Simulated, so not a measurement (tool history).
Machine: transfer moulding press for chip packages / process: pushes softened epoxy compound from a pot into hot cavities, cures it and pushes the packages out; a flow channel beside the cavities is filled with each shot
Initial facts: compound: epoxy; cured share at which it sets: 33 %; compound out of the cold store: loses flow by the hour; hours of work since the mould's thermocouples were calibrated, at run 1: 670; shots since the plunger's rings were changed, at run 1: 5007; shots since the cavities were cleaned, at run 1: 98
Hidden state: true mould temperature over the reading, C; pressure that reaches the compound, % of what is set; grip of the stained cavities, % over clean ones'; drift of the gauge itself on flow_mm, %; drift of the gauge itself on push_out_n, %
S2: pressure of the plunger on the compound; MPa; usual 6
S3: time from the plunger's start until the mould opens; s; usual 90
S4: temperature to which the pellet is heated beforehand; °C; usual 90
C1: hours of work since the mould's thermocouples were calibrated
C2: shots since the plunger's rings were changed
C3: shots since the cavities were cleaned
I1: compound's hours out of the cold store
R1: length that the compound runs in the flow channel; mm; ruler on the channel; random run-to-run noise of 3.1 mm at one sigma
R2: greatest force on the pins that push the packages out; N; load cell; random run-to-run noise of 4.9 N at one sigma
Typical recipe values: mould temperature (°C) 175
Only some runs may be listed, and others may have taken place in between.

run 1 hour=0 | mould_temperature_(°C)=175 S2=6 S3=90 S4=90 | C1=670 C2=5007 C3=98 | I1=32 | R1=505 R2=268
run 2 hour=22.2 | mould_temperature_(°C)=175 S2=6 S3=90 S4=90 | C1=685 C2=5289 C3=380 | I1=17.1 | R1=549 R2=332
-- hour=29.1 cavities cleaned with cleaning compound and waxed
run 3 hour=50.8 | mould_temperature_(°C)=175 S2=6 S3=90 S4=94 | C1=704 C2=5635 C3=276 | I1=36.9 | R1=490 R2=295
-- hour=66.5 cavities cleaned with cleaning compound and waxed
run 4 hour=70.1 | mould_temperature_(°C)=175 S2=6 S3=90 S4=94 | C1=716 C2=5862 C3=47 | I1=20.8 | R1=530 R2=274
run 5 hour=94.4 | mould_temperature_(°C)=175 S2=6 S3=90 S4=94 | C1=733 C2=6171 C3=356 | I1=30.2 | R1=506 R2=311
-- hour=103.3 cavities cleaned with cleaning compound and waxed
-- hour=107.5 mould's thermocouples calibrated
run 6 hour=126.9 | mould_temperature_(°C)=175 S2=6 S3=90 S4=94 | C1=13 C2=6540 C3=275 | I1=17.6 | R1=539 R2=354
run 7 hour=140.3 | mould_temperature_(°C)=175 S2=6 S3=90 S4=90 | C1=23 C2=6711 C3=446 | I1=10.5 | R1=558 R2=379
-- hour=143.9 cavities cleaned with cleaning compound and waxed
-- hour=163.9 plunger's sealing rings changed
run 8 hour=166.4 | mould_temperature_(°C)=175 S2=5.29 S3=90 S4=90 | C1=38 C2=31 C3=254 | I1=26 | R1=538 R2=325
-- hour=184.4 cavities cleaned with cleaning compound and waxed
run 9 hour=185.9 | mould_temperature_(°C)=175 S2=5.29 S3=90 S4=90 | C1=51 C2=261 C3=19 | I1=16.3 | R1=563 R2=296
run 10 hour=205.6 | mould_temperature_(°C)=175 S2=6 S3=90 S4=90 | C1=64 C2=511 C3=269 | I1=21.1 | R1=578 R2=334
-- hour=222.2 cavities cleaned with cleaning compound and waxed
run 11 hour=222.2 | mould_temperature_(°C)=175 S2=6 S3=122 S4=90 | C1=75 C2=704 C3=0 | I1=39.5 | R1=528 R2=196
run 12 hour=242.7 | mould_temperature_(°C)=175 S2=6 S3=122 S4=90 | C1=89 C2=965 C3=261 | I1=15.5 | R1=600 R2=239
-- hour=259.9 cavities cleaned with cleaning compound and waxed
run 13 hour=274.2 | mould_temperature_(°C)=182 S2=6 S3=78 S4=90 | C1=110 C2=1347 C3=183 | I1=28.2 | R1=538 R2=285
run 14 hour=291.7 | mould_temperature_(°C)=173 S2=6.8 S3=91 S4=97 | C1=122 C2=1569 C3=405 | I1=34.1 | R1=565 R2=363
-- hour=297.1 cavities cleaned with cleaning compound and waxed
run 15 hour=313.5 | mould_temperature_(°C)=173 S2=5.53 S3=103 S4=97 | C1=136 C2=1829 C3=210 | I1=41.8 | R1=497 R2=275
-- hour=334.7 cavities cleaned with cleaning compound and waxed
run 16 hour=340.7 | mould_temperature_(°C)=173 S2=6.42 S3=92 S4=92 | C1=154 C2=2155 C3=76 | I1=30.3 | R1=568 R2=309
run 17 hour=356.9 | mould_temperature_(°C)=173 S2=6.42 S3=92 S4=92 | C1=165 C2=2362 C3=283 | I1=26.6 | R1=572 R2=358
-- hour=372.5 cavities cleaned with cleaning compound and waxed
run 18 hour=382.7 | mould_temperature_(°C)=173 S2=5.98 S3=92 S4=92 | C1=182 C2=2670 C3=128 | I1=39.3 | R1=515 R2=322
run 19 hour=394.9 | mould_temperature_(°C)=175 S2=6.28 S3=85 S4=90 | C1=190 C2=2826 C3=284 | I1=10.1 | R1=606 R2=392
-- hour=411.1 cavities cleaned with cleaning compound and waxed
run 20 hour=418.3 | mould_temperature_(°C)=175 S2=5.06 S3=78 S4=90 | C1=205 C2=3106 C3=92 | I1=18.2 | R1=513 R2=445
run 21 hour=436.1 | mould_temperature_(°C)=175 S2=5.06 S3=78 S4=90 | C1=218 C2=3332 C3=318 | I1=14.6 | R1=527 R2=495
-- hour=448.5 cavities cleaned with cleaning compound and waxed
run 22 hour=455.9 | mould_temperature_(°C)=174 S2=5.06 S3=109 S4=88 | C1=230 C2=3565 C3=94 | I1=11.7 | R1=536 R2=229
run 23 hour=470.6 | mould_temperature_(°C)=175 S2=4.97 S3=90 S4=92 | C1=240 C2=3752 C3=281 | I1=15.8 | R1=515 R2=346

3 ways to go on from here, each from the tool as it stands after run 23. What would each give?
-- hour=485.2 cavities cleaned with cleaning compound and waxed
run A hour=495 | mould_temperature_(°C)=175 S2=6 S3=90 S4=84 | C1=256 C2=4044 C3=125 | I1=25.5 | R1=? R2=?
-- hour=485.2 cavities cleaned with cleaning compound and waxed
run B hour=495 | mould_temperature_(°C)=180 S2=6 S3=81 S4=90 | C1=256 C2=4044 C3=125 | I1=16.2 | R1=? R2=?
-- hour=485.2 cavities cleaned with cleaning compound and waxed
run C hour=495 | mould_temperature_(°C)=180 S2=6 S3=90 S4=90 | C1=256 C2=4044 C3=125 | I1=8.7 | R1=? R2=?

run=A R1=539 R2=305
run=B R1=563 R2=280
run=C R1=568 R2=251
Without the tool's unlogged condition, the same runs would have read:
run=A R1=574 R2=270
run=B R1=599 R2=248
run=C R1=605 R2=222

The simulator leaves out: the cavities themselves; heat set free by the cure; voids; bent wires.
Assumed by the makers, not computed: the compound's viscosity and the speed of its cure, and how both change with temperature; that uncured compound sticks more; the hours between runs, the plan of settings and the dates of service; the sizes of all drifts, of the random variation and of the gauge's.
